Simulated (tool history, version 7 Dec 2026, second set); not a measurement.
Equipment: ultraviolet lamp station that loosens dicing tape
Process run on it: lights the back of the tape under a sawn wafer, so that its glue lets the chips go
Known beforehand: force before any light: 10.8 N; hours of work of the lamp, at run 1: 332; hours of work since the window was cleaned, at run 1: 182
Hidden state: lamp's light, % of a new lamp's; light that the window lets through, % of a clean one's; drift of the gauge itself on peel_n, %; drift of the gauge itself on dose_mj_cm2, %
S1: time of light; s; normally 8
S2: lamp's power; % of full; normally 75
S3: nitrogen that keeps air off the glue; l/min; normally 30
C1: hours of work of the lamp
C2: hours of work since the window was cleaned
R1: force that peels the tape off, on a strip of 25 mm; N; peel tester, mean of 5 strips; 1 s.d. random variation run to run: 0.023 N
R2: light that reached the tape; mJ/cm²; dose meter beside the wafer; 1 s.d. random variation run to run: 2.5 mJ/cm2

Run 1, hour 0.0: usual settings; C1 332; C2 182. Result: R1 1.414 N, R2 251 mJ/cm².
Run 2, hour 13.1: usual settings; C1 341; C2 191. Result: R1 1.495 N, R2 258 mJ/cm².
Run 3, hour 28.8: usual settings but S2 84 % of full; C1 352; C2 202. Result: R1 1.224 N, R2 283 mJ/cm².
Run 4, hour 38.0: usual settings but S2 84 % of full; C1 358; C2 208. Result: R1 1.226 N, R2 280 mJ/cm².
Run 5, hour 54.5: usual settings but S2 84 % of full; C1 369; C2 219. Result: R1 1.248 N, R2 278 mJ/cm².
Run 6, hour 71.0: usual settings but S1 7 s; C1 380; C2 230. Result: R1 2.004 N, R2 215 mJ/cm².
Run 7, hour 80.6: usual settings but S1 13 s; C1 386; C2 237. Result: R1 0.540 N, R2 405 mJ/cm².
Run 8, hour 96.5: usual settings but S1 13 s, S2 73 % of full; C1 397; C2 247. Result: R1 0.613 N, R2 389 mJ/cm².
Run 9, hour 105.8: usual settings but S1 13 s, S2 73 % of full; C1 403; C2 254. Result: R1 0.604 N, R2 388 mJ/cm².
Run 10, hour 120.0: usual settings but S1 13 s, S2 73 % of full; C1 413; C2 263. Result: R1 0.630 N, R2 388 mJ/cm².
Run 11, hour 137.2: usual settings but S1 13 s, S2 73 % of full; C1 424; C2 275. Result: R1 0.650 N, R2 387 mJ/cm².
Run 12, hour 147.9: usual settings but S1 13 s, S2 73 % of full; C1 432; C2 282. Result: R1 0.655 N, R2 384 mJ/cm².
Run 13, hour 161.4: usual settings but S3 15 l/min; C1 441; C2 291. Result: R1 2.211 N, R2 245 mJ/cm².
Run 14, hour 171.9: usual settings but S3 15 l/min; C1 448; C2 298. Result: R1 2.212 N, R2 237 mJ/cm².
Run 15, hour 184.3: usual settings but S3 15 l/min; C1 456; C2 307. Result: R1 2.346 N, R2 241 mJ/cm².
Run 16, hour 192.9: usual settings but S3 15 l/min; C1 462; C2 312. Result: R1 2.172 N, R2 236 mJ/cm².
Run 17, hour 200.9: usual settings but S3 18 l/min; C1 467; C2 318. Result: R1 2.088 N, R2 240 mJ/cm².
Run 18, hour 213.1: usual settings but S3 18 l/min; C1 476; C2 326. Result: R1 2.132 N, R2 238 mJ/cm².
Run 19, hour 229.4: usual settings but S3 18 l/min; C1 487; C2 337. Result: R1 2.117 N, R2 237 mJ/cm².
Run 20, hour 244.4: usual settings but S1 9 s, S2 80 % of full, S3 29 l/min; C1 497; C2 347. Result: R1 1.310 N, R2 280 mJ/cm².
Run 21, hour 260.5: usual settings but S1 11 s, S3 19 l/min; C1 508; C2 358. Result: R1 1.179 N, R2 319 mJ/cm².
Run 22, hour 274.8: usual settings but S1 11 s, S3 19 l/min; C1 517; C2 367. Result: R1 1.241 N, R2 318 mJ/cm².
Run 23, hour 285.9: usual settings but S1 7 s, S2 90 % of full, S3 10 l/min; C1 525; C2 375. Result: R1 2.667 N, R2 242 mJ/cm².
Run 24, hour 297.6: usual settings but S1 7 s, S2 72 % of full, S3 14 l/min; C1 533; C2 383. Result: R1 3.097 N, R2 195 mJ/cm².
At hour 299.4: window cleaned of glue's vapour.
Run 25, hour 314.6: usual settings but S1 16 s, S2 82 % of full, S3 18 l/min; C1 544; C2 10. Result: R1 0.532 N, R2 472 mJ/cm².
Run 26, hour 330.7: usual settings but S1 4 s, S2 95 % of full; C1 555; C2 21. Result: R1 3.730 N, R2 133 mJ/cm².
Run 27, hour 340.3: usual settings but S1 11 s, S2 91 % of full, S3 10 l/min; C1 561; C2 28. Result: R1 1.401 N, R2 356 mJ/cm².
Run 28, hour 348.2: usual settings but S1 9 s, S2 91 % of full, S3 10 l/min; C1 566; C2 33. Result: R1 2.038 N, R2 293 mJ/cm².
Run 29, hour 363.1: usual settings but S2 71 % of full, S3 41 l/min; C1 576; C2 43. Result: R1 2.119 N, R2 200 mJ/cm².
Run 30, hour 379.3: usual settings but S1 7 s, S2 66 % of full, S3 19 l/min; C1 587; C2 54. Result: R1 3.375 N, R2 164 mJ/cm².
Run 31, hour 393.9: usual settings but S1 6 s, S2 77 % of full, S3 12 l/min; C1 597; C2 64. Result: R1 4.029 N, R2 160 mJ/cm².
Run 32, hour 401.7: usual settings but S1 6 s, S2 77 % of full, S3 36 l/min; C1 602; C2 69. Result: R1 2.861 N, R2 158 mJ/cm².
At hour 405.2: window cleaned of glue's vapour, once more.
Run 33, hour 412.3: usual settings but S1 6 s, S2 77 % of full, S3 49 l/min; C1 609; C2 5. Result: R1 2.040 N, R2 189 mJ/cm².
Run 34, hour 423.0: usual settings but S3 16 l/min; C1 616; C2 12. Result: R1 2.147 N, R2 246 mJ/cm².
Run 35, hour 434.3: usual settings but S3 16 l/min; C1 624; C2 20. Result: R1 2.216 N, R2 242 mJ/cm².
Run 36, hour 451.8: usual settings but S3 16 l/min; C1 636; C2 31. Result: R1 2.180 N, R2 243 mJ/cm².
Run 37, hour 460.6: usual settings but S1 12 s, S2 98 % of full, S3 20 l/min; C1 642; C2 37. Result: R1 0.518 N, R2 467 mJ/cm².

Alternative continuations, all from the tool just after run 37; predict every row:
Run A, hour 476.6: usual settings but S2 80 % of full; C1 653; C2 48. Result: R1 ?, R2 ?.
Run B, hour 476.6: usual settings but S1 5 s, S2 91 % of full, S3 19 l/min; C1 653; C2 48. Result: R1 ?, R2 ?.
Run C, hour 476.6: usual settings but S1 6 s, S2 81 % of full, S3 37 l/min; C1 653; C2 48. Result: R1 ?, R2 ?.
Run D, hour 476.6: usual settings but S1 15 s, S2 98 % of full, S3 60 l/min; C1 653; C2 48. Result: R1 ?, R2 ?.

run     R1   R2
  A  1.464  255
  B  2.908  186
  C  2.129  193
  D  0.241  583
Had the tool no hidden state, the same runs would have come out as:
run     R1   R2
  A  0.982  312
  B  2.199  228
  C  1.513  237
  D  0.213  716
